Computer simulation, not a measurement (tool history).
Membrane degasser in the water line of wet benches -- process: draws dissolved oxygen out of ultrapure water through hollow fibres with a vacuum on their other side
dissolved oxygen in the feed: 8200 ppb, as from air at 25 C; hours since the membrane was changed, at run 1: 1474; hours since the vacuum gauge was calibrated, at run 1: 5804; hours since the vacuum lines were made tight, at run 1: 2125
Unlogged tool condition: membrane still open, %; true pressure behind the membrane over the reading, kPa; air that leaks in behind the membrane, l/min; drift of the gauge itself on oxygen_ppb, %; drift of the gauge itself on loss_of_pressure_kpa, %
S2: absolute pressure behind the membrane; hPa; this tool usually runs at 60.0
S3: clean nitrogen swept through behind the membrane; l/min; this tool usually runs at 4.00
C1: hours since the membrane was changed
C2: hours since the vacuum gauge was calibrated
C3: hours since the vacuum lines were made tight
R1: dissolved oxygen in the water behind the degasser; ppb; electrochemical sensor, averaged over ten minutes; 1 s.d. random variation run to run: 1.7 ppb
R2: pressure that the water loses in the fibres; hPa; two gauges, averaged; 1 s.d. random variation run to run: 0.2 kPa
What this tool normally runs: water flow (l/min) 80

{"run": 1, "hour": 0.0, "water flow (l/min)": 80, "S2": 60.0, "S3": 4.0, "C1": 1474, "C2": 5804, "C3": 2125, "R1": 202.4, "R2": 514.4}
{"run": 2, "hour": 77.6, "water flow (l/min)": 80, "S2": 60.0, "S3": 4.0, "C1": 1551, "C2": 5881, "C3": 2202, "R1": 205.3, "R2": 514.6}
{"run": 3, "hour": 148.8, "water flow (l/min)": 53, "S2": 60.0, "S3": 4.0, "C1": 1622, "C2": 5953, "C3": 2273, "R1": 125.4, "R2": 337.7}
{"run": 4, "hour": 230.1, "water flow (l/min)": 53, "S2": 60.0, "S3": 4.0, "C1": 1704, "C2": 6034, "C3": 2355, "R1": 127.1, "R2": 336.9}
{"run": 5, "hour": 278.8, "water flow (l/min)": 53, "S2": 60.0, "S3": 4.0, "C1": 1752, "C2": 6083, "C3": 2403, "R1": 126.9, "R2": 338.3}
{"run": 6, "hour": 352.7, "water flow (l/min)": 80, "S2": 60.0, "S3": 4.0, "C1": 1826, "C2": 6156, "C3": 2477, "R1": 203.6, "R2": 514.5}
{"hour": 360.2, "done": "vacuum gauge calibrated"}
{"run": 7, "hour": 389.7, "water flow (l/min)": 80, "S2": 41.6, "S3": 4.39, "C1": 1863, "C2": 30, "C3": 2514, "R1": 125.3, "R2": 509.6}
{"run": 8, "hour": 460.4, "water flow (l/min)": 80, "S2": 41.6, "S3": 4.39, "C1": 1933, "C2": 100, "C3": 2584, "R1": 127.0, "R2": 509.6}
{"run": 9, "hour": 508.0, "water flow (l/min)": 75, "S2": 45.1, "S3": 5.87, "C1": 1981, "C2": 148, "C3": 2632, "R1": 114.2, "R2": 481.6}
{"run": 10, "hour": 562.4, "water flow (l/min)": 82, "S2": 119.7, "S3": 1.85, "C1": 2035, "C2": 202, "C3": 2686, "R1": 803.7, "R2": 524.0}

Predict the results of run 11:
{"run": 11, "hour": 599.5, "water flow (l/min)": 82, "S2": 119.7, "S3": 1.85, "C1": 2073, "C2": 239, "C3": 2724, "R1": "?", "R2": "?"}

R1: 793.7 ppb
R2: 524.2 hPa
With no hidden state in the tool, this same run would have given R1 775.8 ppb, R2 520.7 hPa.
